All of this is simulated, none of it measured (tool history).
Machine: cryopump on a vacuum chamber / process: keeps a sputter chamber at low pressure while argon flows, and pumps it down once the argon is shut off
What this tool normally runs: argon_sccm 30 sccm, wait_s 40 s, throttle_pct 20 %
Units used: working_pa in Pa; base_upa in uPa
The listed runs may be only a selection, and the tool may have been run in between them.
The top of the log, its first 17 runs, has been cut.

Run 18, hour 372.8: usual settings but argon_sccm 49 sccm, wait_s 102 s, throttle_pct 22 %. Result: working_pa 0.2140 Pa, base_upa 2.45 uPa.
Run 19, hour 386.0: usual settings but argon_sccm 25 sccm, wait_s 87 s, throttle_pct 18 %. Result: working_pa 0.1330 Pa, base_upa 2.64 uPa.
Run 20, hour 401.8: usual settings but argon_sccm 36 sccm, wait_s 46 s, throttle_pct 57 %. Result: working_pa 0.0660 Pa, base_upa 3.46 uPa.
Run 21, hour 426.9: usual settings but wait_s 23 s, throttle_pct 16 %. Result: working_pa 0.1779 Pa, base_upa 5.07 uPa.
Run 22, hour 444.9: usual settings but wait_s 23 s, throttle_pct 16 %. Result: working_pa 0.1795 Pa, base_upa 4.99 uPa.
Run 23, hour 468.0: usual settings but wait_s 297 s. Result: working_pa 0.1434 Pa, base_upa 2.12 uPa.
Run 24, hour 482.8: usual settings but argon_sccm 22 sccm, wait_s 81 s, throttle_pct 38 %. Result: working_pa 0.0575 Pa, base_upa 2.75 uPa.
Run 25, hour 499.5: usual settings but argon_sccm 55 sccm, wait_s 79 s, throttle_pct 32 %. Result: working_pa 0.1705 Pa, base_upa 2.84 uPa.
Run 26, hour 530.4: usual settings but argon_sccm 55 sccm, wait_s 79 s, throttle_pct 32 %. Result: working_pa 0.1711 Pa, base_upa 2.90 uPa.
Run 27, hour 552.3: usual settings but argon_sccm 18 sccm, wait_s 78 s, throttle_pct 32 %. Result: working_pa 0.0554 Pa, base_upa 2.90 uPa.
Run 28, hour 579.8: usual settings but argon_sccm 27 sccm, wait_s 30 s, throttle_pct 44 %. Result: working_pa 0.0626 Pa, base_upa 4.45 uPa.
At hour 590.4: pump warmed up, emptied and cooled again.
Run 29, hour 598.6: usual settings but argon_sccm 27 sccm, wait_s 30 s, throttle_pct 44 %. Result: working_pa 0.0568 Pa, base_upa 4.08 uPa.
Run 30, hour 612.1: usual settings but argon_sccm 27 sccm, wait_s 30 s, throttle_pct 44 %. Result: working_pa 0.0563 Pa, base_upa 4.06 uPa.
Run 31, hour 641.3: usual settings but argon_sccm 16 sccm, wait_s 37 s, throttle_pct 29 %. Result: working_pa 0.0506 Pa, base_upa 3.69 uPa.
Run 32, hour 668.3: usual settings but argon_sccm 16 sccm, wait_s 37 s, throttle_pct 19 %. Result: working_pa 0.0781 Pa, base_upa 3.53 uPa.
At hour 694.7: leaking fittings of the chamber tightened, without venting.
Run 33, hour 695.0: usual settings but argon_sccm 43 sccm, throttle_pct 19 %. Result: working_pa 0.2091 Pa, base_upa 1.95 uPa.
Run 34, hour 724.5: usual settings but argon_sccm 43 sccm, wait_s 70 s, throttle_pct 28 %. Result: working_pa 0.1412 Pa, base_upa 1.21 uPa.

Predict each of these 4 candidate next runs independently; none follows another, all start after run 34:
Run A, hour 742.9: usual settings but argon_sccm 13 sccm, wait_s 252 s, throttle_pct 17 %. Result: working_pa ?, base_upa ?.
Run B, hour 742.9: usual settings but wait_s 123 s. Result: working_pa ?, base_upa ?.
Run C, hour 742.9: usual settings but argon_sccm 27 sccm, wait_s 116 s, throttle_pct 28 %. Result: working_pa ?, base_upa ?.
Run D, hour 742.9: usual settings but argon_sccm 23 sccm, wait_s 172 s, throttle_pct 19 %. Result: working_pa ?, base_upa ?.

run  working_pa  base_upa
  A      0.0712      0.51
  B      0.1385      0.77
  C      0.0906      0.80
  D      0.1135      0.65
Take away the tool's hidden state, keep each run's random variation, and the runs would have read:
run  working_pa  base_upa
  A      0.0707      0.46
  B      0.1374      0.72
  C      0.0896      0.75
  D      0.1126      0.60

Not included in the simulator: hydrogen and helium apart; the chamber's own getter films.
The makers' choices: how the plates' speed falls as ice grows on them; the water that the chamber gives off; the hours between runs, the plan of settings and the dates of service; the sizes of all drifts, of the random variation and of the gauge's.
